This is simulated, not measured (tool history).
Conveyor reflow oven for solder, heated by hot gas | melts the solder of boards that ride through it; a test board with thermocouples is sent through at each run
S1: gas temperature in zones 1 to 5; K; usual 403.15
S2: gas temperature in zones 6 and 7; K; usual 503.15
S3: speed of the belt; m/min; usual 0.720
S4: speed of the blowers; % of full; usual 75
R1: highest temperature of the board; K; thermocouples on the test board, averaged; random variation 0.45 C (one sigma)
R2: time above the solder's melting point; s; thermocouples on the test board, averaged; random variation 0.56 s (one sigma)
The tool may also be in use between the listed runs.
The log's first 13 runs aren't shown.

run,hour,S1,S2,S3,S4,R1,R2
14,91.7,403.15,503.15,0.720,75,484.25,41.2
15,100.7,395.15,503.15,0.720,75,483.05,38.4
16,110.9,395.15,503.15,0.720,75,483.05,38.6
17,121.3,402.15,516.15,0.720,75,494.45,50.2
18,127.5,403.15,503.15,0.840,82,480.65,32.5
19,132.7,405.15,507.15,0.803,57,478.55,32.3
20,142.5,401.15,503.15,0.720,75,483.25,41.8
21,150.1,403.15,503.15,0.720,62,481.55,38.8
22,155.6,392.15,503.15,0.720,52,474.55,28.8
23,165.0,392.15,503.15,0.720,52,474.75,28.8
24,171.9,392.15,503.15,0.795,61,472.85,25.3
25,177.1,392.15,498.15,0.645,63,478.35,39.3
26,186.7,403.15,516.15,0.720,75,494.95,50.3
27,195.6,413.15,515.15,0.729,75,495.55,52.0
28,202.1,403.15,496.15,0.628,74,481.85,48.5
29,212.0,403.15,503.15,0.728,60,479.45,36.7
30,222.6,411.15,501.15,0.859,60,473.85,26.1
31,229.6,403.15,500.15,0.720,54,475.95,32.5

Forecast each of these 4 alternatives for the next run:
A,237.1,407.15,502.15,0.713,54,?,?
B,237.1,412.15,500.15,0.720,54,?,?
C,237.1,403.15,500.15,0.720,59,?,?
D,237.1,388.15,500.15,0.720,88,?,?

run,R1,R2
A,478.55,38.8
B,477.65,36.8
C,476.55,35.0
D,482.05,37.8
Without the tool's hidden state the same runs would have given:
run,R1,R2
A,478.75,39.0
B,477.85,37.0
C,476.75,35.2
D,482.25,38.0
